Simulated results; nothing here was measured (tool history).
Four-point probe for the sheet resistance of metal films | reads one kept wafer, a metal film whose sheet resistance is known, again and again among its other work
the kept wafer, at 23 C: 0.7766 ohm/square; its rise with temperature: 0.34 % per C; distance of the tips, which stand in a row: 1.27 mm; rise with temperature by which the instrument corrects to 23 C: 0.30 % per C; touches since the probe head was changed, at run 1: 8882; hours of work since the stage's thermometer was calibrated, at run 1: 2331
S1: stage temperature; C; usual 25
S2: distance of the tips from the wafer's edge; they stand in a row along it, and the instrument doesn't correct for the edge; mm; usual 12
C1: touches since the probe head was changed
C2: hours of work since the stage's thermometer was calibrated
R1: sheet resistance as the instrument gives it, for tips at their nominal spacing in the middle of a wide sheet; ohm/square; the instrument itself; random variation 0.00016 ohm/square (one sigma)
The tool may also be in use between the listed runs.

{"run": 1, "hour": 0.0, "S1": 25, "S2": 12, "C1": 8882, "C2": 2331, "R1": 0.782403}
{"run": 2, "hour": 6.3, "S1": 25, "S2": 12, "C1": 8979, "C2": 2335, "R1": 0.782147}
{"run": 3, "hour": 13.9, "S1": 25, "S2": 23, "C1": 9094, "C2": 2340, "R1": 0.779091}
{"run": 4, "hour": 25.5, "S1": 25, "S2": 4, "C1": 9272, "C2": 2348, "R1": 0.817553}
{"run": 5, "hour": 33.2, "S1": 25, "S2": 4, "C1": 9389, "C2": 2353, "R1": 0.817205}
{"run": 6, "hour": 47.0, "S1": 25, "S2": 11, "C1": 9599, "C2": 2361, "R1": 0.78291}
{"run": 7, "hour": 56.0, "S1": 25, "S2": 11, "C1": 9737, "C2": 2367, "R1": 0.783038}
{"run": 8, "hour": 70.3, "S1": 25, "S2": 12, "C1": 9954, "C2": 2376, "R1": 0.782262}
{"run": 9, "hour": 79.6, "S1": 25, "S2": 12, "C1": 10096, "C2": 2382, "R1": 0.782236}
{"run": 10, "hour": 91.9, "S1": 25, "S2": 44, "C1": 10284, "C2": 2390, "R1": 0.778149}
{"run": 11, "hour": 101.4, "S1": 34, "S2": 12, "C1": 10428, "C2": 2396, "R1": 0.784505}
{"run": 12, "hour": 110.0, "S1": 34, "S2": 12, "C1": 10560, "C2": 2402, "R1": 0.784382}
{"run": 13, "hour": 123.8, "S1": 25, "S2": 12, "C1": 10770, "C2": 2411, "R1": 0.7825}
{"run": 14, "hour": 135.4, "S1": 21, "S2": 62, "C1": 10947, "C2": 2418, "R1": 0.776326}
{"run": 15, "hour": 144.2, "S1": 19, "S2": 24, "C1": 11081, "C2": 2424, "R1": 0.777185}
{"run": 16, "hour": 155.6, "S1": 22, "S2": 12, "C1": 11254, "C2": 2431, "R1": 0.781392}
{"run": 17, "hour": 169.6, "S1": 22, "S2": 12, "C1": 11468, "C2": 2440, "R1": 0.781497}
{"run": 18, "hour": 183.9, "S1": 18, "S2": 31, "C1": 11685, "C2": 2450, "R1": 0.776324}
{"run": 19, "hour": 197.1, "S1": 24, "S2": 3, "C1": 11887, "C2": 2458, "R1": 0.844933}
{"run": 20, "hour": 204.9, "S1": 34, "S2": 41, "C1": 12006, "C2": 2463, "R1": 0.780323}
{"run": 21, "hour": 217.8, "S1": 31, "S2": 58, "C1": 12203, "C2": 2471, "R1": 0.77893}
{"run": 22, "hour": 226.1, "S1": 27, "S2": 31, "C1": 12329, "C2": 2477, "R1": 0.778771}
{"run": 23, "hour": 238.7, "S1": 27, "S2": 31, "C1": 12521, "C2": 2485, "R1": 0.778796}
{"run": 24, "hour": 249.3, "S1": 27, "S2": 31, "C1": 12683, "C2": 2492, "R1": 0.778675}
{"run": 25, "hour": 259.5, "S1": 22, "S2": 64, "C1": 12838, "C2": 2498, "R1": 0.77684}

The same runs without the tool's hidden state, with the same run-to-run variation:
The hidden state here: inner tips' distance over the nominal, %; tips' flats over new ones', %; wafer's true temperature over the reading, C; drift of the gauge itself on sheet_ohm, %.
run=1 R1=0.782026
run=2 R1=0.781769
run=3 R1=0.778711
run=4 R1=0.817159
run=5 R1=0.816809
run=6 R1=0.782519
run=7 R1=0.782644
run=8 R1=0.781864
run=9 R1=0.781836
run=10 R1=0.777747
run=11 R1=0.78405
run=12 R1=0.783925
run=13 R1=0.782087
run=14 R1=0.775934
run=15 R1=0.776802
run=16 R1=0.780986
run=17 R1=0.781089
run=18 R1=0.775936
run=19 R1=0.844486
run=20 R1=0.779839
run=21 R1=0.778458
run=22 R1=0.778318
run=23 R1=0.778339
run=24 R1=0.778214
run=25 R1=0.776404

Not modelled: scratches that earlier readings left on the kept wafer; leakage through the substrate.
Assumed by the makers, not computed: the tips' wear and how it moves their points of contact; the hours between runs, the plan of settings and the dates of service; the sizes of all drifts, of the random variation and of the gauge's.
